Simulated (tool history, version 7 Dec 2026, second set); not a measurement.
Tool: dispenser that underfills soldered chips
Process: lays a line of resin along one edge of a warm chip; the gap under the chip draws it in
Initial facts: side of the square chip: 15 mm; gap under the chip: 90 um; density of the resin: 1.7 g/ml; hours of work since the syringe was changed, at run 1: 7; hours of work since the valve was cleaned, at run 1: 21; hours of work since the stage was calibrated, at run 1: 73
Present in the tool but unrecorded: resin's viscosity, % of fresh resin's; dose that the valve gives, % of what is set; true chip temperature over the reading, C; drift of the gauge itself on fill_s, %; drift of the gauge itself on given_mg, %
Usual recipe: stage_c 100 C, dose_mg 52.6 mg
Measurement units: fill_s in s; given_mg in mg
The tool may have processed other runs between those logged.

run,day,stage_c,dose_mg,hours of work since the syringe was changed,hours of work since the valve was cleaned,hours of work since the stage was calibrated,fill_s,given_mg
1,0,100,52.6,7,21,73,173.1,52.49
2,0.167,100,52.6,10,24,75,215.5,52.25
# day 0.304: new syringe of resin
3,0.312,100,52.6,0,26,78,101.2,52.53
4,0.433,100,52.6,2,28,80,120.4,52.36
5,0.608,100,52.6,5,31,83,148.9,52.01
6,0.821,93,52.6,8,35,86,238.1,51.95
# day 1.025: new syringe of resin
7,1.071,93,52.6,1,38,90,132.2,52.32
8,1.275,93,52.6,4,42,93,169.8,52.36
9,1.404,103,52.6,6,44,95,148.1,52.14
10,1.571,103,52.6,9,47,98,183.9,51.99
11,1.692,103,52.6,11,49,100,219,51.95
# day 1.75: new syringe of resin
12,1.808,103,52.6,1,50,102,100.5,52.07
13,1.933,107,56.4,3,52,104,106,55.75
14,2.088,100,46.7,6,55,106,161,45.85
15,2.3,100,51.2,9,58,110,209.2,50.21
16,2.433,85,61.6,11,61,112,381,60.74
# day 2.479: new syringe of resin
17,2.65,88,52.6,3,64,115,175.5,51.66
18,2.825,88,52.6,6,67,118,219.9,51.63
# day 2.938: dispensing valve cleaned and set on the balance
19,3.033,98,45.8,8,2,121,208.7,45.89
20,3.179,88,57.3,11,4,123,330.3,57.16
# day 3.246: new syringe of resin
21,3.3,113,54.5,1,6,125,74.1,54.58
22,3.538,90,54.5,5,10,129,191.6,54.59

For each run, the measured value with the value that run would have given without the tool's hidden condition subtracted. The run-to-run variation is shared by both, the gauge scatter possibly not:
run,fill_s,given_mg
1,+72.2,-0.16
2,+113.6,-0.21
3,+1.5,-0.25
4,+18.7,-0.28
5,+48.8,-0.33
6,+115.8,-0.4
7,+6.9,-0.47
8,+46.2,-0.53
9,+56.4,-0.56
10,+92.5,-0.61
11,+126,-0.64
12,+8,-0.67
13,+22.9,-0.75
14,+57.8,-0.66
15,+107.3,-0.78
16,+224.8,-1
17,+33.2,-0.9
18,+77.2,-0.95
19,+99.2,-0.08
20,+186.6,-0.15
21,+3.8,-0.19
22,+57.6,-0.26
